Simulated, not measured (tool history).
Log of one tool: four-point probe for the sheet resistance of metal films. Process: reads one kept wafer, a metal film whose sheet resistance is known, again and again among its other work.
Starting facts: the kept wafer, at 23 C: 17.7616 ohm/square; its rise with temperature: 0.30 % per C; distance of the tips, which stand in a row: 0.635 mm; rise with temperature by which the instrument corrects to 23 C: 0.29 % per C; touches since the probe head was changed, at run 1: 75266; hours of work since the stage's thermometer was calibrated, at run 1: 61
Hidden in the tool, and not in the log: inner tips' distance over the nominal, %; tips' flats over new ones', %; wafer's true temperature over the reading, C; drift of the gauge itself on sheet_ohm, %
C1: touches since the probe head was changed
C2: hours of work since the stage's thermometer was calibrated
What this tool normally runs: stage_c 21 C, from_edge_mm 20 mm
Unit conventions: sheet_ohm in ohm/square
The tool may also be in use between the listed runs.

run 1 day=0 | stage_c=21 from_edge_mm=20 | C1=75266 C2=61 | sheet_ohm=17.649238
run 2 day=2.021 | stage_c=21 from_edge_mm=20 | C1=76756 C2=99 | sheet_ohm=17.654019
run 3 day=5.758 | stage_c=21 from_edge_mm=20 | C1=79513 C2=170 | sheet_ohm=17.651418
run 4 day=9.383 | stage_c=21 from_edge_mm=20 | C1=82186 C2=239 | sheet_ohm=17.650478
run 5 day=11.454 | stage_c=21 from_edge_mm=20 | C1=83712 C2=278 | sheet_ohm=17.646402
run 6 day=13.488 | stage_c=21 from_edge_mm=20 | C1=85211 C2=316 | sheet_ohm=17.652586
run 7 day=16.521 | stage_c=21 from_edge_mm=20 | C1=87448 C2=374 | sheet_ohm=17.651433
run 8 day=18.279 | stage_c=21 from_edge_mm=20 | C1=88746 C2=407 | sheet_ohm=17.649954
run 9 day=20.842 | stage_c=21 from_edge_mm=20 | C1=90636 C2=456 | sheet_ohm=17.646135
run 10 day=23.838 | stage_c=21 from_edge_mm=20 | C1=92844 C2=513 | sheet_ohm=17.642529
run 11 day=26.392 | stage_c=21 from_edge_mm=20 | C1=94726 C2=561 | sheet_ohm=17.639114
run 12 day=29.142 | stage_c=21 from_edge_mm=33 | C1=96756 C2=613 | sheet_ohm=17.637111
run 13 day=32.354 | stage_c=21 from_edge_mm=33 | C1=99124 C2=674 | sheet_ohm=17.639362
run 14 day=34.388 | stage_c=21 from_edge_mm=20 | C1=100624 C2=713 | sheet_ohm=17.639462

Estimate the outcome of run 15 from the log above:
run 15 day=37.396 | stage_c=21 from_edge_mm=20 | C1=102841 C2=770 | sheet_ohm=?

sheet_ohm: 17.63576 ohm/square
With the hidden condition absent and the run-to-run variation left alone, this run would have shown sheet_ohm 17.76509 ohm/square.
